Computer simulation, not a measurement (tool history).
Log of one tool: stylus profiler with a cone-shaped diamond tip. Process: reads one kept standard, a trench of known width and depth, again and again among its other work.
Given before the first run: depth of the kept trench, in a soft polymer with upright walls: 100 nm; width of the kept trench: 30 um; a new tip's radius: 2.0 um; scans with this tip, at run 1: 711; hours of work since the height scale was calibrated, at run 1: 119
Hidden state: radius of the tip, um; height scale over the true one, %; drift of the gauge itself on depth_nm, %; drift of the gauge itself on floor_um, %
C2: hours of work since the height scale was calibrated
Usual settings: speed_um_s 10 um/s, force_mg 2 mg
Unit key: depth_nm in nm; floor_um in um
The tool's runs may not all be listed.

Run 1, hour 0: usual settings; scans with this tip 711; C2 119. Result: depth_nm 101.2 nm, floor_um 28.7 um.
Run 2, hour 10.4: usual settings; scans with this tip 737; C2 124. Result: depth_nm 101.19 nm, floor_um 28.66 um.
Run 3, hour 21.8: usual settings; scans with this tip 766; C2 128. Result: depth_nm 101.19 nm, floor_um 28.69 um.
Run 4, hour 36.7: usual settings; scans with this tip 804; C2 135. Result: depth_nm 101.19 nm, floor_um 28.71 um.
Run 5, hour 46.2: usual settings; scans with this tip 828; C2 139. Result: depth_nm 101.2 nm, floor_um 28.61 um.
Run 6, hour 63.1: usual settings; scans with this tip 871; C2 146. Result: depth_nm 101.21 nm, floor_um 28.67 um.
Run 7, hour 75: usual settings; scans with this tip 902; C2 151. Result: depth_nm 101.21 nm, floor_um 28.63 um.
Run 8, hour 84.5: usual settings; scans with this tip 926; C2 155. Result: depth_nm 101.19 nm, floor_um 28.68 um.
Run 9, hour 92.1: usual settings; scans with this tip 945; C2 158. Result: depth_nm 101.18 nm, floor_um 28.66 um.
Run 10, hour 101.7: usual settings; scans with this tip 970; C2 163. Result: depth_nm 101.18 nm, floor_um 28.74 um.
Run 11, hour 119.8: usual settings but speed_um_s 13 um/s; scans with this tip 1016; C2 170. Result: depth_nm 101.21 nm, floor_um 28.7 um.
Run 12, hour 136.6: usual settings but speed_um_s 13 um/s; scans with this tip 1059; C2 178. Result: depth_nm 101.17 nm, floor_um 28.65 um.
Run 13, hour 144.9: usual settings but speed_um_s 13 um/s; scans with this tip 1080; C2 181. Result: depth_nm 101.17 nm, floor_um 28.63 um.
Run 14, hour 156.2: usual settings but force_mg 1.4 mg; scans with this tip 1109; C2 186. Result: depth_nm 100.98 nm, floor_um 28.69 um.
Run 15, hour 169.5: usual settings but force_mg 3.85 mg; scans with this tip 1142; C2 192. Result: depth_nm 101.85 nm, floor_um 28.69 um.
Run 16, hour 184.3: usual settings but force_mg 3.85 mg; scans with this tip 1180; C2 198. Result: depth_nm 101.85 nm, floor_um 28.73 um.
Run 17, hour 197.6: usual settings but speed_um_s 28 um/s, force_mg 2.75 mg; scans with this tip 1214; C2 204. Result: depth_nm 101.48 nm, floor_um 28.62 um.
Run 18, hour 207.1: usual settings but speed_um_s 8 um/s, force_mg 4.18 mg; scans with this tip 1238; C2 208. Result: depth_nm 101.95 nm, floor_um 28.71 um.
Run 19, hour 215.1: usual settings but force_mg 1.65 mg; scans with this tip 1259; C2 211. Result: depth_nm 101.05 nm, floor_um 28.71 um.
Run 20, hour 223.5: usual settings but force_mg 1.65 mg; scans with this tip 1280; C2 215. Result: depth_nm 101.01 nm, floor_um 28.63 um.
Run 21, hour 237: usual settings but speed_um_s 19 um/s, force_mg 3.09 mg; scans with this tip 1314; C2 220. Result: depth_nm 101.57 nm, floor_um 28.59 um.
Run 22, hour 253.2: usual settings but speed_um_s 19 um/s, force_mg 3.09 mg; scans with this tip 1356; C2 227. Result: depth_nm 101.6 nm, floor_um 28.64 um.
Run 23, hour 264.8: usual settings but speed_um_s 13 um/s, force_mg 3.29 mg; scans with this tip 1385; C2 232. Result: depth_nm 101.66 nm, floor_um 28.67 um.
Run 24, hour 274.8: usual settings but speed_um_s 31 um/s, force_mg 2.6 mg; scans with this tip 1411; C2 237. Result: depth_nm 101.43 nm, floor_um 28.54 um.
Run 25, hour 290.6: usual settings but speed_um_s 31 um/s, force_mg 2.6 mg; scans with this tip 1451; C2 243. Result: depth_nm 101.44 nm, floor_um 28.52 um.
Run 26, hour 302.5: usual settings but speed_um_s 31 um/s, force_mg 2.6 mg; scans with this tip 1481; C2 248. Result: depth_nm 101.43 nm, floor_um 28.61 um.
Run 27, hour 315.4: usual settings but speed_um_s 6 um/s, force_mg 1.33 mg; scans with this tip 1514; C2 254. Result: depth_nm 100.88 nm, floor_um 28.68 um.
Run 28, hour 328.6: usual settings but speed_um_s 6 um/s, force_mg 1.33 mg; scans with this tip 1548; C2 260. Result: depth_nm 100.89 nm, floor_um 28.7 um.
Run 29, hour 338.4: usual settings but speed_um_s 31 um/s, force_mg 1.19 mg; scans with this tip 1573; C2 264. Result: depth_nm 100.84 nm, floor_um 28.43 um.
Run 30, hour 354.2: usual settings but speed_um_s 4 um/s; scans with this tip 1613; C2 271. Result: depth_nm 101.18 nm, floor_um 28.75 um.
Run 31, hour 363.2: usual settings but speed_um_s 21 um/s, force_mg 2.06 mg; scans with this tip 1636; C2 274. Result: depth_nm 101.22 nm, floor_um 28.57 um.

Predict each of these 5 candidate next runs independently; none follows another, all start after run 31:
Run A, hour 377.3: usual settings but speed_um_s 37 um/s, force_mg 3.68 mg; scans with this tip 1672; C2 280. Result: depth_nm ?, floor_um ?.
Run B, hour 377.3: usual settings but speed_um_s 18 um/s, force_mg 0.98 mg; scans with this tip 1672; C2 280. Result: depth_nm ?, floor_um ?.
Run C, hour 377.3: usual settings but speed_um_s 32 um/s; scans with this tip 1672; C2 280. Result: depth_nm ?, floor_um ?.
Run D, hour 377.3: usual settings but speed_um_s 11 um/s, force_mg 2.06 mg; scans with this tip 1672; C2 280. Result: depth_nm ?, floor_um ?.
Run E, hour 377.3: usual settings but speed_um_s 3 um/s, force_mg 0.88 mg; scans with this tip 1672; C2 280. Result: depth_nm ?, floor_um ?.

run  depth_nm  floor_um
  A    101.79     28.57
  B    100.76     28.61
  C    101.18     28.54
  D    101.21     28.66
  E    100.69     28.71
Take away the tool's hidden state, keep each run's random variation, and the runs would have read:
run  depth_nm  floor_um
  A    101.79     28.57
  B    100.76     28.61
  C    101.18     28.54
  D    101.21     28.66
  E    100.69     28.71
